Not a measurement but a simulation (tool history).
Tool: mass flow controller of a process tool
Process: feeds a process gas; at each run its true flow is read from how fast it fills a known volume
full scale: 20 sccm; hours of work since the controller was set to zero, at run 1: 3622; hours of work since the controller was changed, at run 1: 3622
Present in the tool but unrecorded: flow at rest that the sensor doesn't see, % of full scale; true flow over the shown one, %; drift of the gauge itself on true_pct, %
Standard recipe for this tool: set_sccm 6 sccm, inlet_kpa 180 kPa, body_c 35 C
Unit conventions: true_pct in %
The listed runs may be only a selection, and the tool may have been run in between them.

run,hour,set_sccm,inlet_kpa,body_c,hours of work since the controller was set to zero,hours of work since the controller was changed,true_pct
1,0,6,180,35,3622,3622,95.39
2,158.5,6,180,26,3748,3748,96.22
3,313.4,6,180,26,3871,3871,96.04
4,465,6,265,35,3991,3991,94.87
5,739.5,6,180,29,4209,4209,95.67
6,995.8,6,188,35,4412,4412,95.01
7,1219.8,6,164,35,4589,4589,94.87
8,1479.2,6,164,35,4795,4795,94.79
9,1771.1,5,180,35,5026,5026,94.43
10,1928.2,6,180,35,5151,5151,94.77
11,2161.8,6,180,35,5336,5336,94.48
12,2445.3,6,180,35,5561,5561,94.38
13,2614.6,2,180,35,5695,5695,91.54
14,2825.3,2,180,35,5862,5862,91.45
15,3007.9,2,180,35,6007,6007,91.34
16,3201.1,2,180,35,6160,6160,91.17
# hour 3333.2: controller exchanged for a calibrated one
17,3473.6,2,180,26,111,111,98.02
18,3759.5,3,247,27,338,338,97.55
19,3924.2,3,247,27,469,469,97.43
20,4141.1,3,188,27,640,640,97.36
21,4385,3,188,27,834,834,97.37
22,4673,3,188,27,1062,1062,97.12
23,4822.5,2,218,25,1181,1181,96.73
24,4967,6,180,24,1295,1295,97.82
25,5094.3,20,152,35,1396,1396,98.44
26,5230.8,13,255,29,1504,1504,97.85
27,5467.6,16,180,21,1692,1692,99.08
28,5646.7,16,180,21,1834,1834,98.94
29,5913.1,16,180,21,2045,2045,98.72

Forecast each of these 3 alternatives for the next run:
A,6202.1,6,144,27,2274,2274,?
B,6202.1,16,241,21,2274,2274,?
C,6202.1,16,180,21,2274,2274,?

run,true_pct
A,97.13
B,98.51
C,98.78
Without the tool's unlogged condition, the same runs would have read:
run,true_pct
A,98.71
B,99.8
C,100.07

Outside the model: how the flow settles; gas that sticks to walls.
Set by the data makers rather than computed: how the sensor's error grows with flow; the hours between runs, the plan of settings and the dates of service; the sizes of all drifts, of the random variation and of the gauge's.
